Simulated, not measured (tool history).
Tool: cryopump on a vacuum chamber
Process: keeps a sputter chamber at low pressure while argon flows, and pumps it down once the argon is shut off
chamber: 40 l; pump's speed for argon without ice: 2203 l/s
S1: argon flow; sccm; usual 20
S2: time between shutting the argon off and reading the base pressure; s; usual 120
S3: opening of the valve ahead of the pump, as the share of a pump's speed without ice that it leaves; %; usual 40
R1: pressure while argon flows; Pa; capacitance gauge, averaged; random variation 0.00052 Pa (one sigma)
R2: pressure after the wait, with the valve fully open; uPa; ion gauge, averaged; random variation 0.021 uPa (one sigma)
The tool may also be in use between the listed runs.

{"run": 1, "day": 0.0, "S1": 20, "S2": 120, "S3": 40, "R1": 0.0403, "R2": 1.5}
{"run": 2, "day": 4.317, "S1": 20, "S2": 120, "S3": 40, "R1": 0.0412, "R2": 1.58}
{"run": 3, "day": 7.842, "S1": 20, "S2": 120, "S3": 40, "R1": 0.04, "R2": 1.59}
{"run": 4, "day": 12.45, "S1": 20, "S2": 120, "S3": 40, "R1": 0.0416, "R2": 1.61}
{"run": 5, "day": 17.85, "S1": 20, "S2": 120, "S3": 23, "R1": 0.0703, "R2": 1.66}
{"run": 6, "day": 21.638, "S1": 20, "S2": 120, "S3": 23, "R1": 0.0706, "R2": 1.7}
{"run": 7, "day": 26.075, "S1": 20, "S2": 120, "S3": 40, "R1": 0.0435, "R2": 1.81}
{"run": 8, "day": 30.862, "S1": 20, "S2": 38, "S3": 40, "R1": 0.0418, "R2": 2.54}
{"run": 9, "day": 36.179, "S1": 20, "S2": 38, "S3": 40, "R1": 0.0439, "R2": 2.73}
{"day": 38.754, "done": "leaking fittings of the chamber tightened, without venting"}
{"run": 10, "day": 40.754, "S1": 20, "S2": 38, "S3": 40, "R1": 0.0442, "R2": 1.32}
{"run": 11, "day": 43.992, "S1": 20, "S2": 38, "S3": 40, "R1": 0.0443, "R2": 1.31}
{"run": 12, "day": 47.008, "S1": 20, "S2": 38, "S3": 40, "R1": 0.0446, "R2": 1.36}
{"run": 13, "day": 51.758, "S1": 20, "S2": 38, "S3": 40, "R1": 0.0458, "R2": 1.35}
{"run": 14, "day": 54.696, "S1": 20, "S2": 46, "S3": 40, "R1": 0.0468, "R2": 1.21}
{"run": 15, "day": 59.65, "S1": 40, "S2": 123, "S3": 40, "R1": 0.0935, "R2": 0.67}
{"day": 60.725, "done": "pump warmed up, emptied and cooled again"}
{"run": 16, "day": 62.071, "S1": 37, "S2": 149, "S3": 43, "R1": 0.0668, "R2": 0.5}
{"run": 17, "day": 65.388, "S1": 17, "S2": 53, "S3": 28, "R1": 0.0464, "R2": 1.07}
{"run": 18, "day": 70.358, "S1": 15, "S2": 22, "S3": 35, "R1": 0.034, "R2": 2.16}
{"run": 19, "day": 73.421, "S1": 30, "S2": 122, "S3": 32, "R1": 0.0739, "R2": 0.65}
{"run": 20, "day": 76.746, "S1": 30, "S2": 71, "S3": 42, "R1": 0.0574, "R2": 0.89}
{"run": 21, "day": 81.542, "S1": 30, "S2": 71, "S3": 42, "R1": 0.0579, "R2": 0.97}
{"run": 22, "day": 85.879, "S1": 18, "S2": 51, "S3": 29, "R1": 0.0503, "R2": 1.18}
{"run": 23, "day": 91.05, "S1": 10, "S2": 120, "S3": 41, "R1": 0.0204, "R2": 0.8}
{"run": 24, "day": 94.612, "S1": 25, "S2": 37, "S3": 29, "R1": 0.0701, "R2": 1.64}
{"run": 25, "day": 99.958, "S1": 12, "S2": 37, "S3": 29, "R1": 0.0346, "R2": 1.59}
{"run": 26, "day": 102.592, "S1": 11, "S2": 37, "S3": 26, "R1": 0.0355, "R2": 1.62}
{"run": 27, "day": 106.379, "S1": 11, "S2": 37, "S3": 26, "R1": 0.0343, "R2": 1.71}
{"run": 28, "day": 109.817, "S1": 11, "S2": 37, "S3": 26, "R1": 0.0353, "R2": 1.61}

Hidden state or all else? Some run-to-run changes of R1, split into what the settings, what came in and random variation would give without the hidden state, and what is left for the hidden state (with any gauge scatter that isn't in both results):
The hidden state here: pump's speed, % of a pump's without ice; cold plate's temperature, K; leak into the chamber, uPa l/s; drift of the gauge itself on working_pa, %; drift of the gauge itself on base_upa, %.
Run 14 -> 15: S1 20 -> 40, S2 46 -> 123. R1 +0.0467 Pa: hidden state +0.009, all else +0.0377.
Run 15 -> 16: S1 40 -> 37, S2 123 -> 149, S3 40 -> 43, pump warmed up, emptied and cooled again. R1 -0.0267 Pa: hidden state -0.0158, all else -0.0109.
Run 23 -> 24: S1 10 -> 25, S2 120 -> 37, S3 41 -> 29. R1 +0.0497 Pa: hidden state +0.0026, all else +0.0471.

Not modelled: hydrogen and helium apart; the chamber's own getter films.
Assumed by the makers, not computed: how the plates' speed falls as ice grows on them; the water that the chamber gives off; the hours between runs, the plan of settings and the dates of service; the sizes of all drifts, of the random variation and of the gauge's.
